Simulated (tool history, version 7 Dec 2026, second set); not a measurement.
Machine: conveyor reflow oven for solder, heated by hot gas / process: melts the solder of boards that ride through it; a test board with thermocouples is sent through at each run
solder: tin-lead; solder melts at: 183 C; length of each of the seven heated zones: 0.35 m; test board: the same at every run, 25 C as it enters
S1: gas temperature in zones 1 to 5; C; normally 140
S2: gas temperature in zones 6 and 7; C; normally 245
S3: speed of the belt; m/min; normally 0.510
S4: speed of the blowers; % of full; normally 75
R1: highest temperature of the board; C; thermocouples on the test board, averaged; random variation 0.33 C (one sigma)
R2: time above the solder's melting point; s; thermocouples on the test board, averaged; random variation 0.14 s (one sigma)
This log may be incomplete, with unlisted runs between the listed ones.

run 1 hour=0.0 | S1=140 S2=245 S3=0.510 S4=75 | R1=229.0 R2=70.7
run 2 hour=11.4 | S1=140 S2=245 S3=0.510 S4=75 | R1=228.7 R2=70.8
-- hour=20.8 flux residue cleaned out of gas plates and filters
run 3 hour=23.1 | S1=140 S2=245 S3=0.510 S4=75 | R1=230.5 R2=71.7
run 4 hour=37.5 | S1=140 S2=245 S3=0.510 S4=75 | R1=230.6 R2=71.7
run 5 hour=43.9 | S1=140 S2=245 S3=0.510 S4=75 | R1=230.6 R2=72.0
run 6 hour=55.5 | S1=140 S2=245 S3=0.510 S4=82 | R1=231.8 R2=72.6
run 7 hour=65.7 | S1=140 S2=245 S3=0.510 S4=82 | R1=231.8 R2=72.9
run 8 hour=79.6 | S1=140 S2=245 S3=0.510 S4=75 | R1=230.2 R2=71.6
run 9 hour=90.7 | S1=140 S2=245 S3=0.510 S4=75 | R1=230.4 R2=71.5
run 10 hour=98.9 | S1=140 S2=257 S3=0.510 S4=75 | R1=241.0 R2=77.0
run 11 hour=109.2 | S1=140 S2=257 S3=0.510 S4=75 | R1=240.9 R2=77.1
-- hour=114.3 belt drive overhauled, speed set with a stopwatch
run 12 hour=122.1 | S1=148 S2=255 S3=0.566 S4=86 | R1=240.1 R2=71.5
run 13 hour=134.3 | S1=140 S2=245 S3=0.584 S4=77 | R1=226.5 R2=60.4
run 14 hour=145.9 | S1=140 S2=257 S3=0.533 S4=77 | R1=239.8 R2=73.2
run 15 hour=159.5 | S1=140 S2=246 S3=0.530 S4=54 | R1=222.1 R2=63.0
run 16 hour=166.9 | S1=140 S2=251 S3=0.417 S4=72 | R1=240.5 R2=94.1
-- hour=171.9 belt drive overhauled, speed set with a stopwatch, once more
run 17 hour=179.2 | S1=140 S2=251 S3=0.417 S4=72 | R1=239.9 R2=93.4
run 18 hour=192.1 | S1=140 S2=254 S3=0.510 S4=66 | R1=235.1 R2=73.9
run 19 hour=200.7 | S1=140 S2=254 S3=0.460 S4=57 | R1=235.5 R2=82.6

Hidden state or all else? Some run-to-run changes of R1, split into what the settings, what came in and random variation would give without the hidden state, and what is left for the hidden state (with any gauge scatter that isn't in both results):
Unlogged tool condition in this case: heat that the gas passes to the board, % of a clean oven's; belt's true speed, % of the reading; true gas temperature in zones 6 and 7 over the reading, C; drift of the gauge itself on peak_c, C; drift of the gauge itself on liquid_s, %.
Run 2 -> 3: flux residue cleaned out of gas plates and filters. R1 +1.8 C: hidden state +1.7, all else +0.1.
Run 15 -> 16: S2 246 -> 251, S3 0.530 -> 0.417, S4 54 -> 72. R1 +18.4 C: hidden state -0.2, all else +18.6.
